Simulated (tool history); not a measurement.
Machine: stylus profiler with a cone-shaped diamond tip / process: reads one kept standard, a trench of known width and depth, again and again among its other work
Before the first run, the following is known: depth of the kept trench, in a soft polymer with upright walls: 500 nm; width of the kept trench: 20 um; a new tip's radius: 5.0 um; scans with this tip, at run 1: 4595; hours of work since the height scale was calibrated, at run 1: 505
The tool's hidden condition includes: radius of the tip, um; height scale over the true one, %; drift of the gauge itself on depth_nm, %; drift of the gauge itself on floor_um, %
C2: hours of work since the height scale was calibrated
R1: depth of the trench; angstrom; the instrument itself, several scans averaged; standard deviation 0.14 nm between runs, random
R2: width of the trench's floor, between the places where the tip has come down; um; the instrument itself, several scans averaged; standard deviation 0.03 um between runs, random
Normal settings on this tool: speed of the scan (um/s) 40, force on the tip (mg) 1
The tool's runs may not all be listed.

{"run": 1, "hour": 0.0, "speed of the scan (um/s)": 40, "force on the tip (mg)": 1, "scans with this tip": 4595, "C2": 505, "R1": 5028.9, "R2": 14.28}
{"run": 2, "hour": 33.9, "speed of the scan (um/s)": 40, "force on the tip (mg)": 1, "scans with this tip": 4747, "C2": 522, "R1": 5027.9, "R2": 14.27}
{"run": 3, "hour": 71.9, "speed of the scan (um/s)": 40, "force on the tip (mg)": 1, "scans with this tip": 4919, "C2": 541, "R1": 5030.2, "R2": 14.28}
{"run": 4, "hour": 149.0, "speed of the scan (um/s)": 40, "force on the tip (mg)": 1, "scans with this tip": 5266, "C2": 579, "R1": 5027.8, "R2": 14.2}
{"run": 5, "hour": 191.0, "speed of the scan (um/s)": 40, "force on the tip (mg)": 0.34, "scans with this tip": 5455, "C2": 600, "R1": 5022.2, "R2": 13.88}
{"run": 6, "hour": 245.2, "speed of the scan (um/s)": 67, "force on the tip (mg)": 1, "scans with this tip": 5699, "C2": 627, "R1": 5032.4, "R2": 13.82}
{"run": 7, "hour": 290.0, "speed of the scan (um/s)": 67, "force on the tip (mg)": 1, "scans with this tip": 5901, "C2": 649, "R1": 5032.2, "R2": 13.83}
{"run": 8, "hour": 335.0, "speed of the scan (um/s)": 67, "force on the tip (mg)": 1, "scans with this tip": 6104, "C2": 671, "R1": 5032.5, "R2": 13.78}
{"run": 9, "hour": 390.5, "speed of the scan (um/s)": 40, "force on the tip (mg)": 1, "scans with this tip": 6354, "C2": 698, "R1": 5032.1, "R2": 14.02}
{"run": 10, "hour": 458.2, "speed of the scan (um/s)": 40, "force on the tip (mg)": 1, "scans with this tip": 6659, "C2": 732, "R1": 5033, "R2": 13.92}
{"run": 11, "hour": 538.0, "speed of the scan (um/s)": 40, "force on the tip (mg)": 1, "scans with this tip": 7019, "C2": 772, "R1": 5034.3, "R2": 13.86}
{"run": 12, "hour": 606.1, "speed of the scan (um/s)": 13, "force on the tip (mg)": 0.36, "scans with this tip": 7325, "C2": 805, "R1": 5026.9, "R2": 13.94}
{"run": 13, "hour": 656.0, "speed of the scan (um/s)": 31, "force on the tip (mg)": 1, "scans with this tip": 7550, "C2": 830, "R1": 5032.5, "R2": 13.92}
{"run": 14, "hour": 692.7, "speed of the scan (um/s)": 55, "force on the tip (mg)": 1.6, "scans with this tip": 7716, "C2": 848, "R1": 5041.3, "R2": 13.73}
{"run": 15, "hour": 743.8, "speed of the scan (um/s)": 22, "force on the tip (mg)": 1.11, "scans with this tip": 7946, "C2": 873, "R1": 5037.2, "R2": 13.86}
{"run": 16, "hour": 812.3, "speed of the scan (um/s)": 60, "force on the tip (mg)": 0.84, "scans with this tip": 8254, "C2": 907, "R1": 5032.8, "R2": 13.4}
{"run": 17, "hour": 852.2, "speed of the scan (um/s)": 66, "force on the tip (mg)": 0.48, "scans with this tip": 8434, "C2": 927, "R1": 5029.8, "R2": 13.12}
{"run": 18, "hour": 921.8, "speed of the scan (um/s)": 17, "force on the tip (mg)": 0.94, "scans with this tip": 8748, "C2": 962, "R1": 5036.1, "R2": 13.77}
{"run": 19, "hour": 997.0, "speed of the scan (um/s)": 17, "force on the tip (mg)": 0.94, "scans with this tip": 9086, "C2": 999, "R1": 5036.7, "R2": 13.7}
{"run": 20, "hour": 1033.5, "speed of the scan (um/s)": 100, "force on the tip (mg)": 2.51, "scans with this tip": 9251, "C2": 1017, "R1": 5052.8, "R2": 13.28}
{"run": 21, "hour": 1074.1, "speed of the scan (um/s)": 100, "force on the tip (mg)": 2.51, "scans with this tip": 9434, "C2": 1037, "R1": 5054.9, "R2": 13.26}
{"run": 22, "hour": 1129.0, "speed of the scan (um/s)": 100, "force on the tip (mg)": 2.51, "scans with this tip": 9681, "C2": 1064, "R1": 5049.8, "R2": 13.2}

Below are 3 alternative next runs, each starting from the tool's condition after run 22. Predict each:
{"run": "A", "hour": 1163.3, "speed of the scan (um/s)": 40, "force on the tip (mg)": 2.9, "scans with this tip": 9836, "C2": 1081, "R1": "?", "R2": "?"}
{"run": "B", "hour": 1163.3, "speed of the scan (um/s)": 39, "force on the tip (mg)": 2.51, "scans with this tip": 9836, "C2": 1081, "R1": "?", "R2": "?"}
{"run": "C", "hour": 1163.3, "speed of the scan (um/s)": 30, "force on the tip (mg)": 1, "scans with this tip": 9836, "C2": 1081, "R1": "?", "R2": "?"}

run=A R1=5057.1 R2=13.54
run=B R1=5057.4 R2=13.59
run=C R1=5039.9 R2=13.51
Had the tool no hidden state, the same runs would have come out as:
run=A R1=5034.2 R2=15.4
run=B R1=5034.5 R2=15.45
run=C R1=5017 R2=15.38
